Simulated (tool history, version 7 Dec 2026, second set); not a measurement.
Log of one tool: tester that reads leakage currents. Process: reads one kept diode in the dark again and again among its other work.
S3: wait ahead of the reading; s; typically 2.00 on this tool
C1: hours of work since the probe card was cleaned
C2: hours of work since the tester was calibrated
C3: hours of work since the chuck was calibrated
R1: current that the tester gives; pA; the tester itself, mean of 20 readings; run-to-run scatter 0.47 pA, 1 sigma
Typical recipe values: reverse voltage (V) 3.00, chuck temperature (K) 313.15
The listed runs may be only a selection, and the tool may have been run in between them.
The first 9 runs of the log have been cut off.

{"run": 10, "day": 7.912, "reverse voltage (V)": 3.0, "chuck temperature (K)": 296.15, "S3": 2.0, "C1": 196, "C2": 633, "C3": 311, "R1": 38.06}
{"run": 11, "day": 8.492, "reverse voltage (V)": 3.0, "chuck temperature (K)": 313.15, "S3": 2.0, "C1": 204, "C2": 641, "C3": 319, "R1": 161.17}
{"run": 12, "day": 9.117, "reverse voltage (V)": 3.0, "chuck temperature (K)": 313.15, "S3": 2.0, "C1": 213, "C2": 650, "C3": 328, "R1": 161.55}
{"run": 13, "day": 10.288, "reverse voltage (V)": 3.0, "chuck temperature (K)": 313.15, "S3": 2.0, "C1": 229, "C2": 666, "C3": 344, "R1": 162.22}
{"run": 14, "day": 11.429, "reverse voltage (V)": 3.0, "chuck temperature (K)": 313.15, "S3": 2.0, "C1": 245, "C2": 682, "C3": 360, "R1": 162.33}
{"run": 15, "day": 12.196, "reverse voltage (V)": 3.0, "chuck temperature (K)": 313.15, "S3": 2.0, "C1": 255, "C2": 692, "C3": 370, "R1": 162.83}
{"run": 16, "day": 12.762, "reverse voltage (V)": 3.0, "chuck temperature (K)": 313.15, "S3": 0.82, "C1": 263, "C2": 700, "C3": 378, "R1": 163.41}
{"run": 17, "day": 13.979, "reverse voltage (V)": 3.0, "chuck temperature (K)": 313.15, "S3": 0.82, "C1": 280, "C2": 717, "C3": 395, "R1": 163.94}
{"run": 18, "day": 14.512, "reverse voltage (V)": 3.0, "chuck temperature (K)": 313.15, "S3": 0.52, "C1": 287, "C2": 724, "C3": 402, "R1": 163.84}
{"run": 19, "day": 15.479, "reverse voltage (V)": 2.16, "chuck temperature (K)": 313.15, "S3": 2.0, "C1": 300, "C2": 737, "C3": 416, "R1": 134.79}
{"run": 20, "day": 16.358, "reverse voltage (V)": 2.16, "chuck temperature (K)": 313.15, "S3": 2.0, "C1": 312, "C2": 750, "C3": 428, "R1": 135.45}
{"run": 21, "day": 17.175, "reverse voltage (V)": 3.0, "chuck temperature (K)": 332.15, "S3": 0.3, "C1": 324, "C2": 761, "C3": 439, "R1": 699.46}

Predict the results of run 22:
{"run": 22, "day": 17.783, "reverse voltage (V)": 8.18, "chuck temperature (K)": 332.15, "S3": 0.3, "C1": 332, "C2": 769, "C3": 447, "R1": "?"}

Run 22 gave R1 1262.10 pA.
On a tool with no hidden condition, and with the same random variation, this run would have come out at R1 1209.10 pA.
